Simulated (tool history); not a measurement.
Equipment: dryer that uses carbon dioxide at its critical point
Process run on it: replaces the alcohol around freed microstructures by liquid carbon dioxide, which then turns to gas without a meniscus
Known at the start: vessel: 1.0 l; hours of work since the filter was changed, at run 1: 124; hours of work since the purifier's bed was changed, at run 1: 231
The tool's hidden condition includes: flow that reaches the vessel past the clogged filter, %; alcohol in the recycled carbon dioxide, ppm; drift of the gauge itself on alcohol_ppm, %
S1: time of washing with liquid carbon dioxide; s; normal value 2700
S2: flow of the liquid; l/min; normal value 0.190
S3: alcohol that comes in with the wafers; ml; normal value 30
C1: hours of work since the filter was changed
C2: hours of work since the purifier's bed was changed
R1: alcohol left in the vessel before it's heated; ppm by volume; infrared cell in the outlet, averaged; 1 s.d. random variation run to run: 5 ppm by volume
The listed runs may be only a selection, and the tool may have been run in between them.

run   hour    S1     S2  S3   C1   C2   R1
  1    0.0  2700  0.190  30  124  231   71
  2   14.1  2700  0.260  30  132  239   66
  3   24.6  2700  0.260  30  137  244   69
  4   34.6  2700  0.260  30  142  249   68
  5   49.6  2700  0.260  30  150  257   61
  6   61.9  2700  0.260  30  156  263   74
  7   75.8  3120  0.260  30  163  270   85
  8   85.6  3120  0.260  30  168  275   74
  9   99.5  3120  0.260  30  175  282   68
 10  108.9  3120  0.260  30  180  287   72
 11  119.0  3120  0.260  30  185  292   66
 12  133.5  2700  0.190  30  192  299   97
 13  141.6  3060  0.147  34  197  304  140
 14  158.7  3060  0.197  83  205  312   93
 15  171.6  3600  0.197  34  212  319   80
 16  188.8  2700  0.184  30  221  328  111
 17  202.8  2700  0.184  30  228  335  110
 18  218.4  2700  0.184  30  236  343  116
 19  235.4  2700  0.174  30  245  351  130

Run 20, settings as shown, results not yet in. Your forecast:
 20  246.2  2340  0.174  33  250  357   ?

Run 20 yielded R1 196 ppm by volume.
Without the tool's hidden state the same run would have given R1 73 ppm by volume.

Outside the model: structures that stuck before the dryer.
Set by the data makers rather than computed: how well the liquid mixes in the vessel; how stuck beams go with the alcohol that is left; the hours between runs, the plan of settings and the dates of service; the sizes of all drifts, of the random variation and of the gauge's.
